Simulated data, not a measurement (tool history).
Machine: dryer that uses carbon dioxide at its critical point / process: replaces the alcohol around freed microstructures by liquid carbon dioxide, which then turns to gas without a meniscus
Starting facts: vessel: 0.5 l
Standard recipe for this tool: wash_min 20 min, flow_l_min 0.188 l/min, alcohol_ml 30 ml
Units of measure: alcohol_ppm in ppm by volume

Run 1, day 0: usual settings. Result: alcohol_ppm 265 ppm by volume.
Run 2, day 0.788: usual settings. Result: alcohol_ppm 275 ppm by volume.
Run 3, day 1.354: usual settings. Result: alcohol_ppm 274 ppm by volume.
Run 4, day 2.2: usual settings. Result: alcohol_ppm 296 ppm by volume.
Run 5, day 2.604: usual settings. Result: alcohol_ppm 281 ppm by volume.
Run 6, day 3.033: usual settings. Result: alcohol_ppm 288 ppm by volume.
Run 7, day 3.708: usual settings. Result: alcohol_ppm 303 ppm by volume.
Run 8, day 4.596: usual settings but flow_l_min 0.224 l/min, alcohol_ml 47 ml. Result: alcohol_ppm 180 ppm by volume.
Run 9, day 5.238: usual settings but wash_min 19 min, flow_l_min 0.14 l/min, alcohol_ml 47 ml. Result: alcohol_ppm 2063 ppm by volume.
Run 10, day 5.858: usual settings but wash_min 19 min, flow_l_min 0.14 l/min, alcohol_ml 47 ml. Result: alcohol_ppm 2110 ppm by volume.
Run 11, day 6.546: usual settings but wash_min 15 min, flow_l_min 0.19 l/min, alcohol_ml 59 ml. Result: alcohol_ppm 2115 ppm by volume.
Run 12, day 7.329: usual settings but wash_min 15 min, flow_l_min 0.19 l/min, alcohol_ml 59 ml. Result: alcohol_ppm 2147 ppm by volume.
Run 13, day 7.833: usual settings but wash_min 15 min, flow_l_min 0.19 l/min, alcohol_ml 59 ml. Result: alcohol_ppm 2174 ppm by volume.
Run 14, day 8.508: usual settings but wash_min 24 min, flow_l_min 0.137 l/min, alcohol_ml 71 ml. Result: alcohol_ppm 942 ppm by volume.

Put back what was entered between runs (1 entry, withheld): which listed runs does each sit between, and how does the hidden state differ from the listed run before to the listed run after?
In the gap between runs 13 and 14: inlet filter changed (day 8.458)
  flow that reaches the vessel past the clogged filter, %: 92.7 -> 99.9; alcohol in the recycled carbon dioxide, ppm: 43.9 -> 46.8
  difference, measured minus the result without the unlogged condition, alcohol_ppm: +619 -> +47 ppm by volume

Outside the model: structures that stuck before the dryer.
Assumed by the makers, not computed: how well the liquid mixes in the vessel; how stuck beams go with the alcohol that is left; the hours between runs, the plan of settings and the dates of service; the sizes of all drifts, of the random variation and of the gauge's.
